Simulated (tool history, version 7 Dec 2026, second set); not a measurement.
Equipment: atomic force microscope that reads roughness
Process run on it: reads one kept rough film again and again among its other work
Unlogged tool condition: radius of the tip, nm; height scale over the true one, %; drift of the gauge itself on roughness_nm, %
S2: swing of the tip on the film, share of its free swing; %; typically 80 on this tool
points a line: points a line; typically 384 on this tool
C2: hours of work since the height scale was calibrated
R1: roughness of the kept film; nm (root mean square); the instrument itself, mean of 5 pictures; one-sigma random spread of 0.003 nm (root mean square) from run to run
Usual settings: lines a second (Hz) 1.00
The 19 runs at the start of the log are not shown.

{"run": 20, "day": 6.35, "lines a second (Hz)": 2.19, "S2": 80, "points a line": 384, "pictures with this tip": 110, "C2": 225, "R1": 0.77}
{"run": 21, "day": 6.629, "lines a second (Hz)": 2.19, "S2": 80, "points a line": 384, "pictures with this tip": 125, "C2": 229, "R1": 0.767}
{"run": 22, "day": 6.892, "lines a second (Hz)": 1.0, "S2": 80, "points a line": 384, "pictures with this tip": 139, "C2": 234, "R1": 0.832}
{"run": 23, "day": 7.317, "lines a second (Hz)": 1.0, "S2": 80, "points a line": 384, "pictures with this tip": 161, "C2": 241, "R1": 0.826}
{"day": 7.462, "done": "new tip fitted"}
{"run": 24, "day": 7.708, "lines a second (Hz)": 1.0, "S2": 80, "points a line": 384, "pictures with this tip": 13, "C2": 247, "R1": 0.864}
{"run": 25, "day": 7.988, "lines a second (Hz)": 1.0, "S2": 80, "points a line": 384, "pictures with this tip": 27, "C2": 251, "R1": 0.865}
{"run": 26, "day": 8.254, "lines a second (Hz)": 0.51, "S2": 67, "points a line": 384, "pictures with this tip": 42, "C2": 256, "R1": 0.903}
{"run": 27, "day": 8.562, "lines a second (Hz)": 0.51, "S2": 67, "points a line": 384, "pictures with this tip": 58, "C2": 261, "R1": 0.9}
{"run": 28, "day": 8.946, "lines a second (Hz)": 1.08, "S2": 61, "points a line": 281, "pictures with this tip": 78, "C2": 267, "R1": 0.886}
{"run": 29, "day": 9.358, "lines a second (Hz)": 2.4, "S2": 71, "points a line": 481, "pictures with this tip": 100, "C2": 274, "R1": 0.813}
{"run": 30, "day": 9.746, "lines a second (Hz)": 3.95, "S2": 66, "points a line": 345, "pictures with this tip": 120, "C2": 280, "R1": 0.783}
{"run": 31, "day": 10.088, "lines a second (Hz)": 1.2, "S2": 83, "points a line": 544, "pictures with this tip": 138, "C2": 286, "R1": 0.807}
{"run": 32, "day": 10.538, "lines a second (Hz)": 1.2, "S2": 78, "points a line": 274, "pictures with this tip": 162, "C2": 294, "R1": 0.817}
{"day": 10.621, "done": "height scale calibrated on a step standard"}
{"day": 10.721, "done": "new tip fitted"}
{"run": 33, "day": 11.008, "lines a second (Hz)": 1.2, "S2": 88, "points a line": 546, "pictures with this tip": 16, "C2": 6, "R1": 0.817}
{"run": 34, "day": 11.217, "lines a second (Hz)": 1.2, "S2": 88, "points a line": 546, "pictures with this tip": 27, "C2": 10, "R1": 0.81}
{"run": 35, "day": 11.625, "lines a second (Hz)": 3.41, "S2": 88, "points a line": 546, "pictures with this tip": 48, "C2": 16, "R1": 0.654}
{"run": 36, "day": 11.875, "lines a second (Hz)": 0.62, "S2": 64, "points a line": 606, "pictures with this tip": 61, "C2": 20, "R1": 0.901}
{"run": 37, "day": 12.208, "lines a second (Hz)": 0.75, "S2": 80, "points a line": 307, "pictures with this tip": 79, "C2": 26, "R1": 0.859}
{"run": 38, "day": 12.675, "lines a second (Hz)": 1.45, "S2": 58, "points a line": 375, "pictures with this tip": 104, "C2": 34, "R1": 0.88}
{"run": 39, "day": 13.033, "lines a second (Hz)": 1.45, "S2": 58, "points a line": 375, "pictures with this tip": 122, "C2": 40, "R1": 0.868}
{"day": 13.3, "done": "height scale calibrated on a step standard, once more"}
{"run": 40, "day": 13.383, "lines a second (Hz)": 1.45, "S2": 58, "points a line": 375, "pictures with this tip": 139, "C2": 1, "R1": 0.865}
{"run": 41, "day": 13.817, "lines a second (Hz)": 1.45, "S2": 58, "points a line": 375, "pictures with this tip": 162, "C2": 9, "R1": 0.864}

The next listed run, before its measurement:
{"day": 13.975, "done": "new tip fitted"}
{"run": 42, "day": 14.262, "lines a second (Hz)": 1.06, "S2": 79, "points a line": 441, "pictures with this tip": 15, "C2": 16, "R1": "?"}

{"run 42": {"R1": 0.871}}
If the tool had no hidden condition, the same run with the same run-to-run variation would have returned R1 0.876 nm (root mean square).

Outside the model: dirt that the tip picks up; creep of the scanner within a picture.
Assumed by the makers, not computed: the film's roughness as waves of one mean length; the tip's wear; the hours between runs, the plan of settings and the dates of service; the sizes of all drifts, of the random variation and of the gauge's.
